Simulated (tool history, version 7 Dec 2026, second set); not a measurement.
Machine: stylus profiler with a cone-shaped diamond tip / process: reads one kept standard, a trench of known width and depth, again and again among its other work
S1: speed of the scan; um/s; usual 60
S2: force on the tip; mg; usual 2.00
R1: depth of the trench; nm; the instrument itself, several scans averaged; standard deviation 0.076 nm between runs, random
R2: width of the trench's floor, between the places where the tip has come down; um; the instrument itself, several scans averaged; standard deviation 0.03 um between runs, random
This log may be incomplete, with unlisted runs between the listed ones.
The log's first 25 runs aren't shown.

run 26 hour=572.7 | S1=60 S2=2.00 | R1=200.98 R2=46.68
run 27 hour=598.5 | S1=138 S2=0.85 | R1=200.64 R2=46.33
run 28 hour=625.7 | S1=138 S2=0.85 | R1=200.63 R2=46.33
run 29 hour=641.0 | S1=138 S2=0.85 | R1=200.66 R2=46.34
run 30 hour=672.3 | S1=53 S2=0.89 | R1=200.56 R2=46.64
run 31 hour=698.9 | S1=81 S2=0.79 | R1=200.46 R2=46.47
run 32 hour=723.5 | S1=59 S2=1.72 | R1=200.88 R2=46.60
run 33 hour=737.7 | S1=59 S2=1.72 | R1=200.90 R2=46.62
run 34 hour=757.2 | S1=195 S2=2.43 | R1=201.17 R2=46.39
run 35 hour=782.6 | S1=184 S2=3.04 | R1=201.21 R2=46.46
run 36 hour=799.3 | S1=184 S2=3.04 | R1=201.31 R2=46.45
run 37 hour=826.0 | S1=184 S2=3.04 | R1=201.17 R2=46.42
run 38 hour=848.3 | S1=184 S2=3.04 | R1=201.38 R2=46.46
run 39 hour=866.4 | S1=35 S2=0.97 | R1=200.55 R2=46.66
run 40 hour=883.1 | S1=39 S2=2.86 | R1=201.27 R2=46.65
run 41 hour=897.0 | S1=60 S2=0.71 | R1=200.41 R2=46.47
run 42 hour=924.4 | S1=60 S2=0.71 | R1=200.39 R2=46.49
run 43 hour=945.8 | S1=61 S2=0.77 | R1=200.49 R2=46.53
run 44 hour=974.7 | S1=60 S2=1.27 | R1=200.59 R2=46.58
run 45 hour=1004.6 | S1=55 S2=3.71 | R1=201.38 R2=46.71
run 46 hour=1019.4 | S1=55 S2=3.71 | R1=201.60 R2=46.64
run 47 hour=1032.7 | S1=49 S2=1.34 | R1=200.63 R2=46.66

Predict each of these 3 candidate next runs independently; none follows another, all start after run 47:
run A hour=1056.0 | S1=154 S2=1.55 | R1=? R2=?
run B hour=1056.0 | S1=49 S2=5.96 | R1=? R2=?
run C hour=1056.0 | S1=49 S2=4.46 | R1=? R2=?

run=A R1=200.82 R2=46.34
run=B R1=202.08 R2=46.69
run=C R1=201.61 R2=46.67
With the hidden condition removed and each run's random variation left untouched, the same runs would have given:
run=A R1=200.99 R2=46.83
run=B R1=202.26 R2=47.17
run=C R1=201.78 R2=47.15
